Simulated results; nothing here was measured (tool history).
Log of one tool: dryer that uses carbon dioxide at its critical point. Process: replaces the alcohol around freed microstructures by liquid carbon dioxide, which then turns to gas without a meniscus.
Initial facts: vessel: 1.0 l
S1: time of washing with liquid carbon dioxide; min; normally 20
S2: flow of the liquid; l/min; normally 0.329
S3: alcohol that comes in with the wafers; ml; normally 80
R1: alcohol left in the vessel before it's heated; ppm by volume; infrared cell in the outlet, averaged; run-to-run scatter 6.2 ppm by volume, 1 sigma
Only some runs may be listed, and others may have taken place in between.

run,hour,S1,S2,S3,R1
1,0.0,20,0.329,80,437
2,44.4,20,0.329,80,443
3,87.6,20,0.440,80,237
4,118.9,20,0.440,80,230
5,167.4,20,0.440,80,260
6,210.0,20,0.337,80,491
7,257.2,23,0.329,80,381
8,290.3,23,0.329,80,385
9,326.4,20,0.329,80,618
10,365.3,20,0.329,80,650
11,401.9,20,0.442,80,302
12,445.6,20,0.329,80,701
13,467.1,20,0.329,80,717
14,513.0,13,0.329,95,3667
15,534.6,21,0.329,32,424
# hour 568.5: purifier's bed changed
16,569.5,20,0.394,80,174
17,594.6,20,0.394,80,191
18,615.5,14,0.329,20,595
19,653.4,32,0.329,80,54
20,681.9,29,0.207,42,559
# hour 690.3: inlet filter changed
21,711.8,27,0.284,69,129
22,762.5,27,0.326,69,76
23,809.3,20,0.462,85,78
24,838.8,20,0.329,90,379
25,888.2,20,0.329,90,427
26,928.7,15,0.341,53,778

Predict each of these 5 candidate next runs independently; none follows another, all start after run 26:
A,969.0,14,0.304,51,?
B,969.0,20,0.284,26,?
C,969.0,22,0.280,62,?
D,969.0,15,0.341,39,?
E,969.0,27,0.220,62,?

run,R1
A,1543
B,325
C,483
D,653
E,583
With no hidden state in the tool, these same runs would have given:
run,R1
A,1175
B,184
C,292
D,442
E,373
